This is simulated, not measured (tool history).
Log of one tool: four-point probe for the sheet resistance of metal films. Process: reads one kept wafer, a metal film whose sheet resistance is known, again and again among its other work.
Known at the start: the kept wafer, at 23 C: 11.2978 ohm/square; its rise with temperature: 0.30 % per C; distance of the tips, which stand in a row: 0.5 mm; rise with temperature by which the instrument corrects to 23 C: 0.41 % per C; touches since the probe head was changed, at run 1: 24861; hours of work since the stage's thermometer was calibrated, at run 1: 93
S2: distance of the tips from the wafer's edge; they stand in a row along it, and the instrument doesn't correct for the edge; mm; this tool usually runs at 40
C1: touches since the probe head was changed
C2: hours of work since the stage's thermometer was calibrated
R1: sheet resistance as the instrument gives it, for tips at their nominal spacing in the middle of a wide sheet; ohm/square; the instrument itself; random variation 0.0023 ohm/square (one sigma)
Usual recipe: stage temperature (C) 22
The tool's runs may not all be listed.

Run 1, hour 0.0: usual settings; C1 24861; C2 93. Result: R1 11.278796 ohm/square.
Run 2, hour 24.6: usual settings but S2 11 mm; C1 25822; C2 105. Result: R1 11.287494 ohm/square.
Run 3, hour 50.1: usual settings but S2 11 mm; C1 26821; C2 117. Result: R1 11.282230 ohm/square.
Run 4, hour 76.5: usual settings; C1 27854; C2 129. Result: R1 11.277222 ohm/square.
Run 5, hour 94.5: usual settings; C1 28560; C2 138. Result: R1 11.269619 ohm/square.
Run 6, hour 118.8: usual settings; C1 29509; C2 150. Result: R1 11.274338 ohm/square.
Run 7, hour 141.0: usual settings; C1 30376; C2 160. Result: R1 11.275942 ohm/square.
Run 8, hour 162.5: usual settings; C1 31217; C2 170. Result: R1 11.276278 ohm/square.
Run 9, hour 180.6: usual settings; C1 31925; C2 179. Result: R1 11.270377 ohm/square.
Run 10, hour 207.5: usual settings; C1 32980; C2 192. Result: R1 11.272849 ohm/square.
Run 11, hour 235.2: usual settings; C1 34062; C2 205. Result: R1 11.270547 ohm/square.
Run 12, hour 253.6: usual settings but S2 39 mm; C1 34783; C2 214. Result: R1 11.267986 ohm/square.
Run 13, hour 282.4: usual settings but S2 39 mm; C1 35910; C2 228. Result: R1 11.267478 ohm/square.
Run 14, hour 306.7: usual settings but S2 39 mm; C1 36859; C2 239. Result: R1 11.271047 ohm/square.
Run 15, hour 333.8: usual settings but S2 39 mm; C1 37917; C2 252. Result: R1 11.268470 ohm/square.
Run 16, hour 360.3: usual settings but stage temperature (C) 31; C1 38954; C2 265. Result: R1 11.160451 ohm/square.
Run 17, hour 386.4: usual settings but stage temperature (C) 31; C1 39975; C2 277. Result: R1 11.159026 ohm/square.
Run 18, hour 405.8: usual settings but stage temperature (C) 31; C1 40737; C2 287. Result: R1 11.158695 ohm/square.
Run 19, hour 418.7: usual settings but S2 9 mm; C1 41242; C2 293. Result: R1 11.283145 ohm/square.
Run 20, hour 433.9: usual settings but S2 8 mm; C1 41836; C2 300. Result: R1 11.290068 ohm/square.
Run 21, hour 452.6: usual settings but stage temperature (C) 23, S2 8 mm; C1 42568; C2 309. Result: R1 11.275184 ohm/square.
Run 22, hour 476.1: usual settings but S2 11 mm; C1 43485; C2 320. Result: R1 11.275908 ohm/square.
Run 23, hour 495.5: usual settings but S2 6 mm; C1 44246; C2 329. Result: R1 11.306551 ohm/square.
Run 24, hour 520.2: usual settings but S2 6 mm; C1 45212; C2 341. Result: R1 11.304097 ohm/square.
Run 25, hour 538.5: usual settings but S2 6 mm; C1 45928; C2 350. Result: R1 11.308061 ohm/square.
Run 26, hour 560.9: usual settings but S2 6 mm; C1 46802; C2 361. Result: R1 11.303333 ohm/square.
Run 27, hour 579.2: usual settings but stage temperature (C) 26; C1 47519; C2 369. Result: R1 11.214253 ohm/square.
Run 28, hour 601.5: usual settings but stage temperature (C) 26; C1 48392; C2 380. Result: R1 11.208868 ohm/square.
Run 29, hour 631.1: usual settings but stage temperature (C) 25, S2 35 mm; C1 49549; C2 394. Result: R1 11.219326 ohm/square.
Run 30, hour 656.5: usual settings but stage temperature (C) 25; C1 50544; C2 406. Result: R1 11.219551 ohm/square.
Run 31, hour 676.5: usual settings but stage temperature (C) 33, S2 25 mm; C1 51325; C2 416. Result: R1 11.125136 ohm/square.
Run 32, hour 702.9: usual settings but stage temperature (C) 26, S2 42 mm; C1 52356; C2 428. Result: R1 11.213696 ohm/square.
Run 33, hour 727.8: usual settings but S2 9 mm; C1 53331; C2 440. Result: R1 11.278285 ohm/square.
Run 34, hour 745.0: usual settings but stage temperature (C) 26, S2 25 mm; C1 54003; C2 448. Result: R1 11.212273 ohm/square.
Run 35, hour 759.6: usual settings but stage temperature (C) 24; C1 54575; C2 455. Result: R1 11.236747 ohm/square.
Run 36, hour 785.0: usual settings but stage temperature (C) 28, S2 3 mm; C1 55570; C2 468. Result: R1 11.349218 ohm/square.
Run 37, hour 800.0: usual settings but stage temperature (C) 19, S2 4 mm; C1 56157; C2 475. Result: R1 11.386640 ohm/square.

Forecast each of these 4 alternatives for the next run:
Run A, hour 813.0: usual settings but stage temperature (C) 19, S2 10 mm; C1 56663; C2 481. Result: R1 ?.
Run B, hour 813.0: usual settings but S2 4 mm; C1 56663; C2 481. Result: R1 ?.
Run C, hour 813.0: usual settings but S2 53 mm; C1 56663; C2 481. Result: R1 ?.
Run D, hour 813.0: usual settings but stage temperature (C) 20, S2 57 mm; C1 56663; C2 481. Result: R1 ?.

run         R1
  A  11.308488
  B  11.352400
  C  11.255375
  D  11.283678
Had the tool no hidden state, the same runs would have come out as:
run         R1
  A  11.363544
  B  11.407702
  C  11.310243
  D  11.338641
